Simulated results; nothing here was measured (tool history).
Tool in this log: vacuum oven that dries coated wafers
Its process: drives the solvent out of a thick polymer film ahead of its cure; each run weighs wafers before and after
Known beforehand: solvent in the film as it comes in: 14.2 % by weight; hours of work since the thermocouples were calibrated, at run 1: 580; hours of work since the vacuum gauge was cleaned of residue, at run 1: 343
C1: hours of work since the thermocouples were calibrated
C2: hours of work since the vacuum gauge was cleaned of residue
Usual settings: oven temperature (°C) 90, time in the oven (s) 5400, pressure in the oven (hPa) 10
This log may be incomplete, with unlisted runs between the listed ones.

Run 1, hour 0: usual settings; C1 580; C2 343. Result: solvent left in the film (%) 1.
Run 2, hour 25.3: usual settings but time in the oven (s) 3000; C1 593; C2 356. Result: solvent left in the film (%) 2.56.
Run 3, hour 82.8: usual settings but time in the oven (s) 3000; C1 622; C2 385. Result: solvent left in the film (%) 2.55.
Run 4, hour 136.2: usual settings but pressure in the oven (hPa) 14.1; C1 649; C2 412. Result: solvent left in the film (%) 1.19.
At hour 157.8: oven's thermocouples calibrated.
Run 5, hour 188.9: usual settings but pressure in the oven (hPa) 14.1; C1 16; C2 438. Result: solvent left in the film (%) 1.18.
Run 6, hour 224.9: usual settings but pressure in the oven (hPa) 14.1; C1 34; C2 456. Result: solvent left in the film (%) 1.17.
Run 7, hour 276.3: usual settings; C1 60; C2 482. Result: solvent left in the film (%) 1.
Run 8, hour 331.9: usual settings but pressure in the oven (hPa) 12.1; C1 88; C2 510. Result: solvent left in the film (%) 1.08.
Run 9, hour 365.7: usual settings but pressure in the oven (hPa) 12.2; C1 105; C2 527. Result: solvent left in the film (%) 1.11.
Run 10, hour 400.3: usual settings but pressure in the oven (hPa) 12.2; C1 122; C2 544. Result: solvent left in the film (%) 1.1.
Run 11, hour 434.1: usual settings but oven temperature (°C) 83, pressure in the oven (hPa) 12.2; C1 139; C2 561. Result: solvent left in the film (%) 2.07.
Run 12, hour 472.9: usual settings but oven temperature (°C) 92, pressure in the oven (hPa) 12.2; C1 159; C2 581. Result: solvent left in the film (%) 0.91.
Run 13, hour 496.5: usual settings; C1 171; C2 593. Result: solvent left in the film (%) 1.03.
Run 14, hour 537.3: usual settings; C1 192; C2 614. Result: solvent left in the film (%) 1.03.
Run 15, hour 572.7: usual settings but oven temperature (°C) 89; C1 209; C2 631. Result: solvent left in the film (%) 1.1.
Run 16, hour 606.6: usual settings but oven temperature (°C) 89; C1 226; C2 648. Result: solvent left in the film (%) 1.11.
Run 17, hour 638.5: usual settings but oven temperature (°C) 89; C1 243; C2 665. Result: solvent left in the film (%) 1.1.
Run 18, hour 667.2: usual settings but oven temperature (°C) 89; C1 257; C2 679. Result: solvent left in the film (%) 1.11.
Run 19, hour 720.6: usual settings but oven temperature (°C) 89; C1 284; C2 706. Result: solvent left in the film (%) 1.1.
Run 20, hour 755.6: usual settings but oven temperature (°C) 89; C1 302; C2 724. Result: solvent left in the film (%) 1.1.
Run 21, hour 799.8: usual settings but pressure in the oven (hPa) 24.5; C1 324; C2 746. Result: solvent left in the film (%) 1.67.
Run 22, hour 830.8: usual settings but pressure in the oven (hPa) 24.5; C1 340; C2 762. Result: solvent left in the film (%) 1.65.
Run 23, hour 878.1: usual settings but pressure in the oven (hPa) 24.5; C1 364; C2 785. Result: solvent left in the film (%) 1.64.
Run 24, hour 935: usual settings but pressure in the oven (hPa) 24.5; C1 392; C2 814. Result: solvent left in the film (%) 1.65.
Run 25, hour 968.8: usual settings but oven temperature (°C) 87, time in the oven (s) 6660, pressure in the oven (hPa) 27.7; C1 409; C2 831. Result: solvent left in the film (%) 1.87.
Run 26, hour 1027.2: usual settings but oven temperature (°C) 87, time in the oven (s) 6660, pressure in the oven (hPa) 27.7; C1 439; C2 861. Result: solvent left in the film (%) 1.88.
Run 27, hour 1061.3: usual settings but oven temperature (°C) 79, pressure in the oven (hPa) 26.4; C1 456; C2 878. Result: solvent left in the film (%) 3.71.
Run 28, hour 1089.9: usual settings but oven temperature (°C) 79, pressure in the oven (hPa) 26.4; C1 470; C2 892. Result: solvent left in the film (%) 3.74.

Run 29 comes next. What will it give?
Run 29, hour 1128.7: usual settings but oven temperature (°C) 79, time in the oven (s) 7320, pressure in the oven (hPa) 22.3; C1 490; C2 912. Result: solvent left in the film (%) ?.

Run 29 measured solvent left in the film (%) 2.65.
On a tool with no hidden condition, and with the same random variation, this run would have come out at solvent left in the film (%) 2.64.
